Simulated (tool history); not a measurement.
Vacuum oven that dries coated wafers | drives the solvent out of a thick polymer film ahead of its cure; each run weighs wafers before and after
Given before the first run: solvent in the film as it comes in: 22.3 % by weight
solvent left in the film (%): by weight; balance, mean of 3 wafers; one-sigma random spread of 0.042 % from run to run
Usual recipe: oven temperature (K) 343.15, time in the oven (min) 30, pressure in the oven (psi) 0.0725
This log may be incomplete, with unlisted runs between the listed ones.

run	hour	oven temperature (K)	time in the oven (min)	pressure in the oven (psi)	solvent left in the film (%)
1	0.0	343.15	30	0.0725	1.41
2	7.0	343.15	30	0.0725	1.38
3	16.5	343.15	30	0.0725	1.45
4	28.4	343.15	30	0.0725	1.44
5	34.6	343.15	30	0.0725	1.36
6	46.4	343.15	30	0.0725	1.35
7	52.8	343.15	52	0.0725	0.28
8	64.9	330.15	39	0.1310	6.23
# hour 68.1: oven's thermocouples calibrated
9	74.0	346.15	36	0.2413	0.58
10	80.5	346.15	54	0.1798	0.32
11	93.6	343.15	30	0.2302	1.53
12	102.7	337.15	42	0.2631	2.41
13	109.2	337.15	42	0.2293	2.25

Forecast each of these 4 alternatives for the next run:
A	122.7	331.15	18	0.0564	?
B	122.7	333.15	47	0.2390	?
C	122.7	343.15	30	0.0435	?
D	122.7	351.15	33	0.0645	?

run	solvent left in the film (%)
A	10.27
B	3.59
C	1.19
D	0.16
Stripped of hidden state, with their random variation kept, the same runs would have yielded:
run	solvent left in the film (%)
A	10.89
B	4.20
C	1.54
D	0.20
